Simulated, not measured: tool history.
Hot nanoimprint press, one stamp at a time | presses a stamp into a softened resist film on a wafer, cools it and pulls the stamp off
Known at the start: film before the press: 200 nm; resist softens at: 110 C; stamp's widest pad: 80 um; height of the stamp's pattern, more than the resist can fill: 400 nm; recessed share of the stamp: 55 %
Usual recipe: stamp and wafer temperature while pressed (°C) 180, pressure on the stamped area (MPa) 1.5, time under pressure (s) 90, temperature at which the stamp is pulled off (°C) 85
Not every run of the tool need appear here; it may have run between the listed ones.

run  hour  stamp and wafer temperature while pressed (°C)  pressure on the stamped area (MPa)  time under pressure (s)  temperature at which the stamp is pulled off (°C)  resist left under the stamp's widest pad (Å)  greatest force while the stamp is pulled off (N)
  1   0.0                                             180                                 1.5                       90                                                 85                                          1213                                               119
  2  16.8                                             180                                 1.5                       90                                                 85                                          1217                                               126
  3  27.1                                             180                                 1.5                       50                                                 85                                          1426                                               123
  4  40.5                                             180                                 1.5                       50                                                 85                                          1418                                               125
     57.1  -- plate thermocouple calibrated
  5  59.3                                             180                                 1.5                       50                                                 85                                          1387                                               125
  6  74.5                                             180                                 1.5                       50                                                 85                                          1379                                               127
  7  84.1                                             180                                 1.5                       50                                                 89                                          1379                                               128

Run 8, settings as shown, results not yet in. Your forecast:
      94.2  -- stamp cleaned and given a new release coat
  8  104.5                                             180                                 1.5                       50                                                 89                                             ?                                                 ?

Run 8 measured resist left under the stamp's widest pad (Å) 1388, greatest force while the stamp is pulled off (N) 102.
On a tool with no hidden condition, and with the same random variation, this run would have come out at resist left under the stamp's widest pad (Å) 1381, greatest force while the stamp is pulled off (N) 101.
